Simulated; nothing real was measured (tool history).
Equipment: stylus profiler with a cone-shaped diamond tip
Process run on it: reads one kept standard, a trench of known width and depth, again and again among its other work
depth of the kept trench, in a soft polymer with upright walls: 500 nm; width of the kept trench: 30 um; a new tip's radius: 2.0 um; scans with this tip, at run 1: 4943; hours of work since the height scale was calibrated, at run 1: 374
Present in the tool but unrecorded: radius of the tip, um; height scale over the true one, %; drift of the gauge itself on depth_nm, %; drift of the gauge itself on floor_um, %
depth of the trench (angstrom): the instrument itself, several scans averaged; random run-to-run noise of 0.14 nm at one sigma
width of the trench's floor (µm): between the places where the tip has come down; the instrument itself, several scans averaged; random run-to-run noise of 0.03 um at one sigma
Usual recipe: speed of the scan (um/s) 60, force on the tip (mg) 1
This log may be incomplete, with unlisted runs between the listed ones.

run	hour	speed of the scan (um/s)	force on the tip (mg)	scans with this tip	hours of work since the height scale was calibrated	depth of the trench (angstrom)	width of the trench's floor (µm)
1	0	60	1	4943	374	5022.3	26.88
2	13.5	60	1	5080	384	5019.7	26.89
3	28.2	60	1	5228	396	5019.2	26.93
4	42.5	60	1	5372	407	5019.9	26.93
5	62.3	60	1.99	5572	422	5034.1	26.92
6	79.6	60	1.99	5747	435	5035.7	26.89
7	99.1	108	1	5944	450	5017.5	26.72
8	107.9	108	1	6032	457	5018.4	26.68
9	124.9	108	1	6204	470	5017.2	26.67
10	137.6	60	1	6333	479	5018.7	26.87
11	150	60	1	6458	489	5019.1	26.85
12	158.6	60	1	6544	495	5017.4	26.87
13	177	60	1	6730	509	5017.6	26.86
14	194.6	60	1	6908	523	5017.7	26.85
# hour 196.2: height scale calibrated on a step standard
15	206.4	118	1.48	7022	8	5022	26.68
16	219.4	118	1.48	7153	18	5023.3	26.71
17	235.4	17	1.12	7314	30	5013.8	26.94
18	246.8	16	2.57	7430	39	5037.8	26.97
19	255	33	1	7512	45	5012.9	26.93
20	274.8	105	0.48	7712	60	5002.5	26.54
21	293	143	0.36	7896	74	4998.2	26.28
# hour 306: height scale calibrated on a step standard, once more
22	309.2	92	0.58	8055	2	5018.6	26.55
23	318.7	220	1.87	8151	10	5040.4	26.46
24	327.5	129	0.54	8239	16	5016.8	26.41
25	336.6	38	0.39	8331	23	5011.7	26.7
26	344.8	30	0.38	8414	30	5012.2	26.79
27	356.7	197	1.18	8534	39	5028.2	26.35

Consider 4 possible next runs. They are alternatives, not a sequence: every one starts from the tool as it was left by run 27. What does each give?
A	373	27	1.18	8699	51	?	?
B	373	197	0.78	8699	51	?	?
C	373	46	0.39	8699	51	?	?
D	373	27	1	8699	51	?	?

run	depth of the trench (angstrom)	width of the trench's floor (µm)
A	5028.6	26.82
B	5021.4	26.21
C	5011.5	26.65
D	5023.9	26.83
With the hidden condition removed and each run's random variation left untouched, the same runs would have given:
run	depth of the trench (angstrom)	width of the trench's floor (µm)
A	5029.9	27.25
B	5022.7	26.64
C	5012.8	27.08
D	5025.2	27.25
